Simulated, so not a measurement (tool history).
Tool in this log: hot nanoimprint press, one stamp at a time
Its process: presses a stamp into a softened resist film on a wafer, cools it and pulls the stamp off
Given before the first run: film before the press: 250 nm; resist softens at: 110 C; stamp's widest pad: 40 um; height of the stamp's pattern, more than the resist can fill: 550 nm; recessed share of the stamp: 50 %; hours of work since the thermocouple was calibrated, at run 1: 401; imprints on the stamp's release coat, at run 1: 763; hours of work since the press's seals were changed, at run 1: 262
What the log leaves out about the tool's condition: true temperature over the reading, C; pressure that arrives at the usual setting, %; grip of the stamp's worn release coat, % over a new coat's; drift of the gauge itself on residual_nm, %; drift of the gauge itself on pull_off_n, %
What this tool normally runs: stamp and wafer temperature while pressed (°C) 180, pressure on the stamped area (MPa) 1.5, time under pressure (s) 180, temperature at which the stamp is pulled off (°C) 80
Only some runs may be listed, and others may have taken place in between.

run,hour,stamp and wafer temperature while pressed (°C),pressure on the stamped area (MPa),time under pressure (s),temperature at which the stamp is pulled off (°C),hours of work since the thermocouple was calibrated,imprints on the stamp's release coat,hours of work since the press's seals were changed,resist left under the stamp's widest pad (Å),greatest force while the stamp is pulled off (N)
1,0,180,1.5,180,80,401,763,262,1405,159
2,9.6,180,1.5,180,80,406,794,267,1407,159
3,19.3,180,1.5,106,80,412,827,273,1615,169
4,25.1,180,1.5,106,80,415,846,276,1622,169
# hour 30.6: plate thermocouple calibrated
5,34.2,180,1.5,106,80,2,867,280,1675,168
6,44.9,180,1.5,106,80,8,902,286,1675,168
7,58.3,180,1.12,180,80,16,947,293,1672,173
8,67.2,180,1.12,180,80,21,976,298,1673,175
9,77,180,1.12,180,80,26,1009,304,1670,178
10,85,180,1.12,180,80,31,1036,308,1672,179
11,92.3,168,1.5,180,80,35,1060,312,2055,174
12,104.6,168,1.5,180,80,42,1101,319,2056,182
13,110.4,168,1.5,180,80,45,1120,323,2058,176
14,116.3,168,1.5,180,80,48,1140,326,2058,180
15,123.4,187,1.5,305,77,52,1163,330,968,192
16,134.4,180,1.95,180,70,58,1200,336,1278,216
17,142.2,180,2.38,230,82,63,1226,341,1059,179
18,152.2,180,2.38,230,82,69,1259,346,1058,186
19,158.6,172,2.38,230,85,72,1280,350,1442,169
20,167,177,1.59,95,84,77,1308,354,1820,172
21,180,177,1.59,95,84,84,1352,362,1817,174
22,189.2,174,1.5,99,80,89,1382,367,1984,189
23,199.2,171,1.5,110,80,95,1416,373,2076,195
24,210.1,171,1.5,125,80,101,1452,379,2035,193
25,219,179,1.45,294,80,106,1482,384,1331,193
26,229.3,175,1.1,180,80,112,1516,390,1919,200
27,235.2,192,2,329,72,115,1536,393,664,223

5 options for the next run, each taken on its own from the tool as it stands now. Forecast them:
A,241.4,192,2,101,66,119,1556,396,?,?
B,241.4,177,2,123,72,119,1556,396,?,?
C,241.4,192,0.92,324,72,119,1556,396,?,?
D,241.4,180,1.78,328,80,119,1556,396,?,?
E,241.4,180,0.91,180,80,119,1556,396,?,?

run,resist left under the stamp's widest pad (Å),greatest force while the stamp is pulled off (N)
A,990,252
B,1555,224
C,1060,235
D,1112,203
E,1812,197
Had the tool no hidden state, the same runs would have come out as:
run,resist left under the stamp's widest pad (Å),greatest force while the stamp is pulled off (N)
A,973,176
B,1534,157
C,1054,164
D,1096,142
E,1807,138
